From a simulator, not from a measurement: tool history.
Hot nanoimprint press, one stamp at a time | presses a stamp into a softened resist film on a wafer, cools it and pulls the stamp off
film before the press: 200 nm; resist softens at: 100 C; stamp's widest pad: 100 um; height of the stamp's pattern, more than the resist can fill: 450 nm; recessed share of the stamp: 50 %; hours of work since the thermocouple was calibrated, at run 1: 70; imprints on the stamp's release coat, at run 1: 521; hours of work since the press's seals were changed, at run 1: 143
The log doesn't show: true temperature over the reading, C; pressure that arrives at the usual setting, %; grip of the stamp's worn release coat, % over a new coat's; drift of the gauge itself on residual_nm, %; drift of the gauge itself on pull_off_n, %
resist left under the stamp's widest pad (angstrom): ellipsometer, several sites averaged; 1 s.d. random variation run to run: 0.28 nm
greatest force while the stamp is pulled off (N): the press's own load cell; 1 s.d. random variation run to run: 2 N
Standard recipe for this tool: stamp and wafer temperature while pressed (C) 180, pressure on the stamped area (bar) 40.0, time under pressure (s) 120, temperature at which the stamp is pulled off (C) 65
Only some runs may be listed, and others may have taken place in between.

| run | hour | stamp and wafer temperature while pressed (C) | pressure on the stamped area (bar) | time under pressure (s) | temperature at which the stamp is pulled off (C) | hours of work since the thermocouple was calibrated | imprints on the stamp's release coat | hours of work since the press's seals were changed | resist left under the stamp's widest pad (angstrom) | greatest force while the stamp is pulled off (N) |
|---|---|---|---|---|---|---|---|---|---|---|
| 1 | 0.0 | 180 | 40.0 | 120 | 65 | 70 | 521 | 143 | 975 | 128 |
| 2 | 46.8 | 180 | 40.0 | 120 | 58 | 101 | 753 | 175 | 974 | 144 |
|  | 122.9 | stamp cleaned and given a new release coat |
| 3 | 122.9 | 180 | 40.0 | 120 | 52 | 148 | 0 | 222 | 976 | 129 |
| 4 | 196.6 | 180 | 40.0 | 120 | 52 | 198 | 366 | 271 | 988 | 141 |
| 5 | 241.6 | 190 | 40.0 | 120 | 65 | 228 | 590 | 301 | 783 | 126 |
|  | 320.8 | plate thermocouple calibrated |
| 6 | 332.9 | 188 | 40.0 | 120 | 65 | 8 | 1028 | 360 | 840 | 138 |
|  | 354.6 | stamp cleaned and given a new release coat |
| 7 | 433.3 | 188 | 40.0 | 120 | 65 | 71 | 391 | 423 | 844 | 123 |
| 8 | 513.7 | 188 | 40.0 | 120 | 59 | 125 | 790 | 477 | 857 | 143 |
|  | 556.6 | plate thermocouple calibrated, once more |
|  | 585.4 | stamp cleaned and given a new release coat |
| 9 | 605.0 | 180 | 40.0 | 120 | 65 | 28 | 97 | 532 | 977 | 116 |
| 10 | 646.5 | 180 | 40.0 | 100 | 65 | 56 | 303 | 560 | 1052 | 118 |
| 11 | 742.3 | 180 | 35.2 | 120 | 65 | 120 | 779 | 624 | 1040 | 136 |
|  | 812.0 | stamp cleaned and given a new release coat |
| 12 | 816.9 | 180 | 40.0 | 120 | 65 | 166 | 25 | 670 | 997 | 115 |
| 13 | 870.3 | 180 | 40.0 | 120 | 65 | 202 | 290 | 706 | 997 | 124 |
| 14 | 949.8 | 180 | 40.0 | 120 | 65 | 255 | 684 | 759 | 1008 | 129 |
|  | 992.3 | plate thermocouple calibrated |
| 15 | 994.9 | 180 | 40.0 | 120 | 65 | 2 | 894 | 787 | 967 | 133 |
|  | 1040.1 | stamp cleaned and given a new release coat |
|  | 1067.0 | press's hydraulic seals changed and the load cell set to zero |
| 16 | 1084.6 | 180 | 40.0 | 120 | 65 | 52 | 181 | 12 | 960 | 119 |
| 17 | 1126.7 | 180 | 40.0 | 120 | 65 | 81 | 391 | 40 | 965 | 122 |
| 18 | 1226.1 | 185 | 52.3 | 120 | 65 | 147 | 884 | 106 | 775 | 134 |
|  | 1276.0 | stamp cleaned and given a new release coat |
| 19 | 1312.3 | 185 | 52.3 | 120 | 65 | 201 | 180 | 160 | 784 | 119 |
| 20 | 1368.6 | 178 | 40.0 | 120 | 64 | 238 | 460 | 198 | 1033 | 126 |
|  | 1429.5 | plate thermocouple calibrated |
| 21 | 1451.3 | 175 | 40.0 | 120 | 64 | 15 | 856 | 251 | 1082 | 132 |
|  | 1504.3 | stamp cleaned and given a new release coat |
| 22 | 1548.3 | 175 | 40.0 | 120 | 64 | 75 | 219 | 312 | 1089 | 119 |
| 23 | 1616.9 | 181 | 28.1 | 120 | 64 | 121 | 560 | 358 | 1086 | 125 |
| 24 | 1690.4 | 181 | 28.1 | 120 | 64 | 171 | 925 | 407 | 1091 | 133 |
|  | 1729.9 | stamp cleaned and given a new release coat |
| 25 | 1783.9 | 185 | 29.4 | 84 | 65 | 229 | 268 | 466 | 1123 | 117 |
| 26 | 1835.8 | 180 | 40.0 | 93 | 68 | 264 | 526 | 500 | 1091 | 122 |
|  | 1861.0 | plate thermocouple calibrated |
| 27 | 1911.7 | 172 | 25.7 | 120 | 65 | 34 | 888 | 549 | 1348 | 133 |
|  | 1960.3 | stamp cleaned and given a new release coat |
| 28 | 1981.2 | 172 | 25.7 | 120 | 65 | 76 | 104 | 592 | 1354 | 116 |
| 29 | 2065.8 | 172 | 25.3 | 120 | 65 | 133 | 525 | 648 | 1369 | 128 |

Take each entry between the runs: how does the hidden state at the last listed run before it differ from the hidden state at the first listed run after it?
Runs 2 to 3: stamp cleaned and given a new release coat (hour 122.9)
  true temperature over the reading, C: -0.64 -> -0.86; pressure that arrives at the usual setting, %: 99.31 -> 99.1; grip of the stamp's worn release coat, % over a new coat's: 13.9 -> 0
  measured value less the no-hidden-state value, resist left under the stamp's widest pad (angstrom): +18 -> +24; greatest force while the stamp is pulled off (N): +18 -> +1
Runs 5 to 6: plate thermocouple calibrated (hour 320.8)
  true temperature over the reading, C: -1.22 -> -2.09; pressure that arrives at the usual setting, %: 98.74 -> 98.48; grip of the stamp's worn release coat, % over a new coat's: 10.9 -> 19
  measured value less the no-hidden-state value, resist left under the stamp's widest pad (angstrom): +26 -> +46; greatest force while the stamp is pulled off (N): +14 -> +25
Runs 6 to 7: stamp cleaned and given a new release coat (hour 354.6)
  true temperature over the reading, C: -2.09 -> -2.38; pressure that arrives at the usual setting, %: 98.48 -> 98.2; grip of the stamp's worn release coat, % over a new coat's: 19 -> 7.2
  measured value less the no-hidden-state value, resist left under the stamp's widest pad (angstrom): +46 -> +52; greatest force while the stamp is pulled off (N): +25 -> +12
Runs 8 to 9: plate thermocouple calibrated, once more (hour 556.6); stamp cleaned and given a new release coat (hour 585.4)
  true temperature over the reading, C: -2.62 -> -0.43; pressure that arrives at the usual setting, %: 97.94 -> 97.68; grip of the stamp's worn release coat, % over a new coat's: 14.6 -> 1.8
  measured value less the no-hidden-state value, resist left under the stamp's widest pad (angstrom): +58 -> +19; greatest force while the stamp is pulled off (N): +22 -> +2
Runs 11 to 12: stamp cleaned and given a new release coat (hour 812.0)
  true temperature over the reading, C: -0.87 -> -1.09; pressure that arrives at the usual setting, %: 97.25 -> 97.05; grip of the stamp's worn release coat, % over a new coat's: 14.4 -> 0.5
  measured value less the no-hidden-state value, resist left under the stamp's widest pad (angstrom): +31 -> +37; greatest force while the stamp is pulled off (N): +18 -> +2
Runs 14 to 15: plate thermocouple calibrated (hour 992.3)
  true temperature over the reading, C: -1.47 -> 0.1; pressure that arrives at the usual setting, %: 96.64 -> 96.51; grip of the stamp's worn release coat, % over a new coat's: 12.6 -> 16.5
  measured value less the no-hidden-state value, resist left under the stamp's widest pad (angstrom): +49 -> +11; greatest force while the stamp is pulled off (N): +16 -> +19
Runs 15 to 16: stamp cleaned and given a new release coat (hour 1040.1); press's hydraulic seals changed and the load cell set to zero (hour 1067.0)
  true temperature over the reading, C: 0.1 -> -0.12; pressure that arrives at the usual setting, %: 96.51 -> 99.51; grip of the stamp's worn release coat, % over a new coat's: 16.5 -> 3.3
  measured value less the no-hidden-state value, resist left under the stamp's widest pad (angstrom): +11 -> +4; greatest force while the stamp is pulled off (N): +19 -> +4
Runs 18 to 19: stamp cleaned and given a new release coat (hour 1276.0)
  true temperature over the reading, C: -0.63 -> -0.89; pressure that arrives at the usual setting, %: 99.1 -> 98.87; grip of the stamp's worn release coat, % over a new coat's: 16.3 -> 3.3
  measured value less the no-hidden-state value, resist left under the stamp's widest pad (angstrom): +16 -> +22; greatest force while the stamp is pulled off (N): +20 -> +5
Runs 20 to 21: plate thermocouple calibrated (hour 1429.5)
  true temperature over the reading, C: -1.07 -> 0.09; pressure that arrives at the usual setting, %: 98.69 -> 98.46; grip of the stamp's worn release coat, % over a new coat's: 8.4 -> 15.8
  measured value less the no-hidden-state value, resist left under the stamp's widest pad (angstrom): +31 -> +4; greatest force while the stamp is pulled off (N): +11 -> +18
Runs 21 to 22: stamp cleaned and given a new release coat (hour 1504.3)
  true temperature over the reading, C: 0.09 -> -0.18; pressure that arrives at the usual setting, %: 98.46 -> 98.19; grip of the stamp's worn release coat, % over a new coat's: 15.8 -> 4
  measured value less the no-hidden-state value, resist left under the stamp's widest pad (angstrom): +4 -> +12; greatest force while the stamp is pulled off (N): +18 -> +5
Runs 24 to 25: stamp cleaned and given a new release coat (hour 1729.9)
  true temperature over the reading, C: -0.6 -> -0.87; pressure that arrives at the usual setting, %: 97.75 -> 97.49; grip of the stamp's worn release coat, % over a new coat's: 17.1 -> 4.9
  measured value less the no-hidden-state value, resist left under the stamp's widest pad (angstrom): +21 -> +27; greatest force while the stamp is pulled off (N): +20 -> +6
Runs 26 to 27: plate thermocouple calibrated (hour 1861.0)
  true temperature over the reading, C: -1.04 -> -0.28; pressure that arrives at the usual setting, %: 97.33 -> 97.13; grip of the stamp's worn release coat, % over a new coat's: 9.7 -> 16.4
  measured value less the no-hidden-state value, resist left under the stamp's widest pad (angstrom): +36 -> +15; greatest force while the stamp is pulled off (N): +12 -> +19
Runs 27 to 28: stamp cleaned and given a new release coat (hour 1960.3)
  true temperature over the reading, C: -0.28 -> -0.47; pressure that arrives at the usual setting, %: 97.13 -> 96.94; grip of the stamp's worn release coat, % over a new coat's: 16.4 -> 1.9
  measured value less the no-hidden-state value, resist left under the stamp's widest pad (angstrom): +15 -> +20; greatest force while the stamp is pulled off (N): +19 -> +2
